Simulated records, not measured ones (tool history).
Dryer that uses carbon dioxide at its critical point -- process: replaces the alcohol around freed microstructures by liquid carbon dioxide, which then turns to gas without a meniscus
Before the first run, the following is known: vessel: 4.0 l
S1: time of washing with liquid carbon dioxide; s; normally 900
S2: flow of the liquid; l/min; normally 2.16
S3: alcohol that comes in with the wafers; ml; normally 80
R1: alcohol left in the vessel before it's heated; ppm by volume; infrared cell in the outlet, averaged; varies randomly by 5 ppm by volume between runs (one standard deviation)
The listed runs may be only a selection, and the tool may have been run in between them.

run 1 hour=0.0 | S1=900 S2=2.16 S3=80 | R1=167
run 2 hour=28.1 | S1=900 S2=2.16 S3=80 | R1=166
run 3 hour=46.2 | S1=900 S2=2.16 S3=80 | R1=169
run 4 hour=84.5 | S1=900 S2=1.64 S3=80 | R1=295
run 5 hour=107.3 | S1=900 S2=1.64 S3=80 | R1=299
run 6 hour=144.4 | S1=900 S2=1.64 S3=80 | R1=314
run 7 hour=161.2 | S1=960 S2=2.16 S3=80 | R1=165
run 8 hour=182.4 | S1=960 S2=1.94 S3=80 | R1=192
run 9 hour=209.3 | S1=1200 S2=2.16 S3=80 | R1=150
run 10 hour=230.9 | S1=1200 S2=2.16 S3=80 | R1=155
run 11 hour=247.4 | S1=1200 S2=2.16 S3=80 | R1=153
-- hour=281.9 inlet filter changed
run 12 hour=282.0 | S1=1200 S2=3.18 S3=80 | R1=160
run 13 hour=318.4 | S1=900 S2=1.34 S3=80 | R1=417
run 14 hour=355.8 | S1=900 S2=2.93 S3=80 | R1=163
run 15 hour=385.9 | S1=900 S2=2.93 S3=80 | R1=172
run 16 hour=413.3 | S1=1080 S2=2.16 S3=80 | R1=174
run 17 hour=448.4 | S1=1080 S2=2.16 S3=80 | R1=183
run 18 hour=473.1 | S1=1080 S2=2.16 S3=80 | R1=180
run 19 hour=510.5 | S1=1080 S2=2.16 S3=80 | R1=191
run 20 hour=533.4 | S1=900 S2=2.16 S3=80 | R1=199
run 21 hour=552.6 | S1=900 S2=2.16 S3=94 | R1=205
run 22 hour=579.5 | S1=720 S2=2.16 S3=80 | R1=256
run 23 hour=614.0 | S1=720 S2=2.16 S3=80 | R1=259
run 24 hour=649.2 | S1=720 S2=2.16 S3=80 | R1=278
run 25 hour=675.3 | S1=540 S2=2.16 S3=80 | R1=529
-- hour=686.7 purifier's bed changed
run 26 hour=707.2 | S1=1080 S2=3.03 S3=24 | R1=10
run 27 hour=744.4 | S1=1080 S2=3.03 S3=112 | R1=6
run 28 hour=760.6 | S1=1080 S2=3.03 S3=112 | R1=12
run 29 hour=786.8 | S1=1080 S2=3.03 S3=112 | R1=11
run 30 hour=823.9 | S1=1320 S2=3.03 S3=72 | R1=11
run 31 hour=857.7 | S1=720 S2=3.04 S3=80 | R1=33
run 32 hour=882.1 | S1=600 S2=2.16 S3=25 | R1=98
run 33 hour=914.2 | S1=600 S2=2.16 S3=25 | R1=116
run 34 hour=952.1 | S1=900 S2=1.35 S3=80 | R1=375
run 35 hour=969.0 | S1=900 S2=1.48 S3=80 | R1=272
run 36 hour=1003.2 | S1=960 S2=1.48 S3=47 | R1=142
run 37 hour=1035.1 | S1=600 S2=2.88 S3=111 | R1=123
run 38 hour=1058.6 | S1=600 S2=2.88 S3=111 | R1=124
run 39 hour=1080.9 | S1=1080 S2=1.70 S3=80 | R1=92
run 40 hour=1113.8 | S1=1080 S2=1.70 S3=80 | R1=99
run 41 hour=1135.5 | S1=1200 S2=3.61 S3=41 | R1=42
run 42 hour=1162.3 | S1=900 S2=1.83 S3=29 | R1=64
run 43 hour=1185.6 | S1=900 S2=1.83 S3=29 | R1=87
run 44 hour=1211.2 | S1=900 S2=1.83 S3=29 | R1=92
-- hour=1236.1 inlet filter changed
run 45 hour=1250.2 | S1=900 S2=1.83 S3=29 | R1=71
run 46 hour=1276.9 | S1=900 S2=1.83 S3=29 | R1=73

Below, some changes in R1 between adjacent runs. For each, the amount present without the hidden state too (settings, incoming material, random variation) and the amount remaining for the hidden state with gauge scatter not shared by both compared results:
The tool's hidden condition here consists of: flow that reaches the vessel past the clogged filter, %; alcohol in the recycled carbon dioxide, ppm; drift of the gauge itself on alcohol_ppm, %.
Run 3 -> 4: S2 2.16 -> 1.64. R1 +126 ppm by volume: hidden state +61, all else +65.
Run 12 -> 13: S1 1200 -> 900, S2 3.18 -> 1.34. R1 +257 ppm by volume: hidden state +7, all else +250.
Run 25 -> 26: S1 540 -> 1080, S2 2.16 -> 3.03, S3 80 -> 24, purifier's bed changed. R1 -519 ppm by volume: hidden state -255, all else -264.
Run 33 -> 34: S1 600 -> 900, S2 2.16 -> 1.35, S3 25 -> 80. R1 +259 ppm by volume: hidden state +92, all else +167.
